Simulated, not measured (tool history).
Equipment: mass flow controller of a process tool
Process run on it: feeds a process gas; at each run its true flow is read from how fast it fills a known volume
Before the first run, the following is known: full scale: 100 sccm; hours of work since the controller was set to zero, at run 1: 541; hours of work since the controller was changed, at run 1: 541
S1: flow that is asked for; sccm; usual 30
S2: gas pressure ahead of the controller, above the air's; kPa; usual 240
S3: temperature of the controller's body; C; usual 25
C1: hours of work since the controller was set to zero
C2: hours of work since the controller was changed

{"run": 1, "hour": 0.0, "S1": 30, "S2": 240, "S3": 25, "C1": 541, "C2": 541, "true flow (%)": 98.33}
{"run": 2, "hour": 35.1, "S1": 30, "S2": 240, "S3": 25, "C1": 567, "C2": 567, "true flow (%)": 98.47}
{"run": 3, "hour": 72.1, "S1": 30, "S2": 240, "S3": 25, "C1": 594, "C2": 594, "true flow (%)": 98.34}
{"run": 4, "hour": 117.5, "S1": 30, "S2": 240, "S3": 38, "C1": 628, "C2": 628, "true flow (%)": 98.1}
{"run": 5, "hour": 152.2, "S1": 30, "S2": 240, "S3": 38, "C1": 654, "C2": 654, "true flow (%)": 98.11}
{"run": 6, "hour": 204.1, "S1": 30, "S2": 240, "S3": 38, "C1": 692, "C2": 692, "true flow (%)": 98.0}
{"run": 7, "hour": 258.8, "S1": 30, "S2": 240, "S3": 38, "C1": 733, "C2": 733, "true flow (%)": 97.9}
{"run": 8, "hour": 304.0, "S1": 30, "S2": 240, "S3": 38, "C1": 767, "C2": 767, "true flow (%)": 97.97}
{"run": 9, "hour": 339.3, "S1": 31, "S2": 240, "S3": 38, "C1": 793, "C2": 793, "true flow (%)": 98.05}
{"run": 10, "hour": 398.4, "S1": 31, "S2": 240, "S3": 38, "C1": 837, "C2": 837, "true flow (%)": 98.05}
{"run": 11, "hour": 454.2, "S1": 31, "S2": 240, "S3": 38, "C1": 878, "C2": 878, "true flow (%)": 97.97}
{"run": 12, "hour": 495.4, "S1": 31, "S2": 240, "S3": 38, "C1": 909, "C2": 909, "true flow (%)": 97.9}
{"run": 13, "hour": 566.3, "S1": 14, "S2": 240, "S3": 25, "C1": 961, "C2": 961, "true flow (%)": 98.1}
{"run": 14, "hour": 649.1, "S1": 14, "S2": 240, "S3": 25, "C1": 1023, "C2": 1023, "true flow (%)": 98.05}
{"run": 15, "hour": 689.7, "S1": 30, "S2": 240, "S3": 25, "C1": 1053, "C2": 1053, "true flow (%)": 98.19}
{"run": 16, "hour": 770.2, "S1": 30, "S2": 159, "S3": 25, "C1": 1113, "C2": 1113, "true flow (%)": 97.71}
{"run": 17, "hour": 851.1, "S1": 30, "S2": 240, "S3": 25, "C1": 1173, "C2": 1173, "true flow (%)": 98.14}
{"run": 18, "hour": 904.7, "S1": 30, "S2": 240, "S3": 25, "C1": 1213, "C2": 1213, "true flow (%)": 98.24}
{"run": 19, "hour": 947.3, "S1": 13, "S2": 259, "S3": 27, "C1": 1244, "C2": 1244, "true flow (%)": 98.1}
{"run": 20, "hour": 1011.5, "S1": 34, "S2": 177, "S3": 31, "C1": 1292, "C2": 1292, "true flow (%)": 97.64}
{"run": 21, "hour": 1066.3, "S1": 34, "S2": 177, "S3": 31, "C1": 1333, "C2": 1333, "true flow (%)": 97.69}
{"run": 22, "hour": 1147.0, "S1": 34, "S2": 177, "S3": 31, "C1": 1393, "C2": 1393, "true flow (%)": 97.52}
{"run": 23, "hour": 1203.0, "S1": 13, "S2": 178, "S3": 38, "C1": 1434, "C2": 1434, "true flow (%)": 97.4}
{"run": 24, "hour": 1272.2, "S1": 13, "S2": 178, "S3": 38, "C1": 1486, "C2": 1486, "true flow (%)": 97.32}
{"run": 25, "hour": 1318.5, "S1": 13, "S2": 178, "S3": 38, "C1": 1520, "C2": 1520, "true flow (%)": 97.24}
{"run": 26, "hour": 1357.1, "S1": 13, "S2": 192, "S3": 24, "C1": 1549, "C2": 1549, "true flow (%)": 97.93}
{"run": 27, "hour": 1399.5, "S1": 13, "S2": 192, "S3": 24, "C1": 1580, "C2": 1580, "true flow (%)": 97.78}
{"run": 28, "hour": 1432.7, "S1": 13, "S2": 192, "S3": 26, "C1": 1605, "C2": 1605, "true flow (%)": 97.79}
{"run": 29, "hour": 1505.0, "S1": 28, "S2": 240, "S3": 25, "C1": 1658, "C2": 1658, "true flow (%)": 97.98}
{"run": 30, "hour": 1577.3, "S1": 12, "S2": 142, "S3": 21, "C1": 1712, "C2": 1712, "true flow (%)": 97.6}
{"run": 31, "hour": 1614.4, "S1": 63, "S2": 166, "S3": 21, "C1": 1740, "C2": 1740, "true flow (%)": 98.39}
{"run": 32, "hour": 1653.6, "S1": 63, "S2": 166, "S3": 21, "C1": 1769, "C2": 1769, "true flow (%)": 98.3}
{"run": 33, "hour": 1723.4, "S1": 11, "S2": 211, "S3": 35, "C1": 1821, "C2": 1821, "true flow (%)": 97.64}

Consider 3 possible next runs. They are alternatives, not a sequence: every one starts from the tool as it was left by run 33. What does each give?
{"run": "A", "hour": 1776.4, "S1": 89, "S2": 232, "S3": 25, "C1": 1860, "C2": 1860, "true flow (%)": "?"}
{"run": "B", "hour": 1776.4, "S1": 30, "S2": 141, "S3": 25, "C1": 1860, "C2": 1860, "true flow (%)": "?"}
{"run": "C", "hour": 1776.4, "S1": 64, "S2": 257, "S3": 34, "C1": 1860, "C2": 1860, "true flow (%)": "?"}

run=A true_flow_(%)=99.24
run=B true_flow_(%)=97.27
run=C true_flow_(%)=98.57
Stripped of hidden state, with their random variation kept, the same runs would have yielded:
run=A true_flow_(%)=99.94
run=B true_flow_(%)=97.69
run=C true_flow_(%)=99.21
